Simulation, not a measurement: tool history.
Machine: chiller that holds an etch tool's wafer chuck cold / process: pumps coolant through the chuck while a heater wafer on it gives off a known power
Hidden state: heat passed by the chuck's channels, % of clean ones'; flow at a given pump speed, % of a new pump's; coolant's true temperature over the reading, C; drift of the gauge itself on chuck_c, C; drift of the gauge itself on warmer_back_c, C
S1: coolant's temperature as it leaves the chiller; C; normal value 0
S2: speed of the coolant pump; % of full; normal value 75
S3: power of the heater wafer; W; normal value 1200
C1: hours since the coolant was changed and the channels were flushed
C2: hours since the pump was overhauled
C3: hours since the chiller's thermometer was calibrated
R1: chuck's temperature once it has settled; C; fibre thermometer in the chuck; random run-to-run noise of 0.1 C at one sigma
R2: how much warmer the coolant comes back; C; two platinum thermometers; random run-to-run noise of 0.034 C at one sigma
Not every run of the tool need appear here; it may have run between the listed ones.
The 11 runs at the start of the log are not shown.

run    hour  S1  S2    S3    C1    C2   C3    R1    R2
 12   958.4   0  75  1200  1085  2788  176  11.2  5.72
 13    1054   0  75  1200  1180  2884  272  11.1  5.73
 14  1163.2   0  75  1200  1290  2993  381  11.3  5.74
 15  1273.7   0  64  1200  1400  3104  492  12.8  6.75
 16  1380.4   0  64  1200  1507  3210  598  12.9  6.79
 17  1484.6   2  63   946  1611  3315  703  12.2  5.48
 18  1583.3   2  63   659  1710  3413  801   9.2  3.73
 19  1703.1   2  63   659  1829  3533  921   9.3  3.83
 20  1779.3   1  72  1392  1906  3609  997  14.9  7.05

The next listed run, before its measurement:
 21  1847.2   3  67  1275  1974  3677  1065   ?   ?

{"run 21": {"R1": 16.8, "R2": 6.95}}
With no hidden state in the tool, this same run would have given R1 15.1 C, R2 6.37 C.
